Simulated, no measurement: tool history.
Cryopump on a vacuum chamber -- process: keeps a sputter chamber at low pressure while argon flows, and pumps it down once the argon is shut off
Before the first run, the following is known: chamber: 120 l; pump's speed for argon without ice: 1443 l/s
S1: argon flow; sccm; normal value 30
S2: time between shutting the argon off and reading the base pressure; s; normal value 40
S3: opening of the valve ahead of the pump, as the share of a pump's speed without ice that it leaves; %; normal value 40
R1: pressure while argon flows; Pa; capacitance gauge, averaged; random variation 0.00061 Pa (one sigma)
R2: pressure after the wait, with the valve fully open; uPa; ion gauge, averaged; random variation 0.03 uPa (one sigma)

| run | hour | S1 | S2 | S3 | R1 | R2 |
|---|---|---|---|---|---|---|
| 1 | 0 | 30 | 40 | 40 | 0.0894 | 1.76 |
| 2 | 17.2 | 30 | 40 | 40 | 0.0901 | 1.75 |
| 3 | 55.4 | 30 | 40 | 40 | 0.0911 | 1.78 |
| 4 | 82.7 | 30 | 40 | 40 | 0.0907 | 1.76 |
| 5 | 102.9 | 30 | 40 | 40 | 0.0903 | 1.77 |
| 6 | 125.9 | 30 | 40 | 40 | 0.0917 | 1.76 |
| 7 | 163.3 | 30 | 40 | 40 | 0.0911 | 1.84 |
| 8 | 194.4 | 30 | 64 | 40 | 0.0911 | 1.29 |
| 9 | 213.2 | 30 | 40 | 40 | 0.092 | 1.8 |
| 10 | 240 | 30 | 40 | 40 | 0.0917 | 1.81 |
| 11 | 275.5 | 36 | 40 | 40 | 0.1109 | 1.83 |
| 12 | 309.4 | 36 | 40 | 40 | 0.111 | 1.85 |
| 13 | 347.8 | 36 | 40 | 40 | 0.1123 | 1.78 |
| 14 | 369.6 | 30 | 40 | 15 | 0.2389 | 1.85 |
| 15 | 385.3 | 30 | 102 | 15 | 0.2427 | 1.04 |
| 16 | 419.7 | 30 | 102 | 15 | 0.2395 | 1.02 |
| 17 | 455.3 | 30 | 102 | 15 | 0.2418 | 1.04 |
| 18 | 472.1 | 30 | 24 | 24 | 0.152 | 2.71 |
| 19 | 499 | 30 | 24 | 24 | 0.1526 | 2.68 |
| 20 | 522.5 | 30 | 24 | 24 | 0.1533 | 2.76 |
| 21 | 541.3 | 34 | 30 | 15 | 0.2722 | 2.3 |
| 22 | 562.7 | 34 | 131 | 15 | 0.2741 | 0.95 |
| 23 | 594.1 | 34 | 131 | 15 | 0.2717 | 0.99 |
| 24 | 610.8 | 49 | 32 | 22 | 0.2726 | 2.18 |
| 25 | 629.4 | 49 | 32 | 22 | 0.2722 | 2.21 |
| 26 | 667.1 | 32 | 29 | 40 | 0.1015 | 2.36 |
| 27 | 698 | 31 | 105 | 47 | 0.085 | 1.1 |
| 28 | 731.2 | 12 | 40 | 46 | 0.0329 | 1.94 |
| 29 | 748.2 | 14 | 86 | 33 | 0.0536 | 1.3 |
| 30 | 781.5 | 46 | 169 | 24 | 0.2381 | 0.94 |
| 31 | 807 | 46 | 27 | 22 | 0.2605 | 2.6 |
| 32 | 823.8 | 16 | 108 | 52 | 0.0409 | 1.12 |
| 33 | 861.2 | 40 | 40 | 40 | 0.1282 | 1.97 |
| 34 | 898.1 | 40 | 40 | 40 | 0.1294 | 1.93 |

Some steps in R1, run to run, broken into two amounts with sign: the step expected even without the hidden condition (settings, incoming material, random variation), and the rest, left for the hidden condition together with whatever gauge scatter is not in both the measured and the hidden-condition-free result:
Hidden state present: pump's speed, % of a pump's without ice; cold plate's temperature, K; leak into the chamber, uPa l/s; drift of the gauge itself on working_pa, %; drift of the gauge itself on base_upa, %.
Run 25 -> 26: S1 49 -> 32, S2 32 -> 29, S3 22 -> 40. R1 -0.1707 Pa: hidden state -0.0038, all else -0.1669.
Run 29 -> 30: S1 14 -> 46, S2 86 -> 169, S3 33 -> 24. R1 +0.1845 Pa: hidden state +0.0094, all else +0.1751.
Run 31 -> 32: S1 46 -> 16, S2 27 -> 108, S3 22 -> 52. R1 -0.2196 Pa: hidden state -0.0089, all else -0.2107.
Run 32 -> 33: S1 16 -> 40, S2 108 -> 40, S3 52 -> 40. R1 +0.0873 Pa: hidden state +0.0077, all else +0.0796.
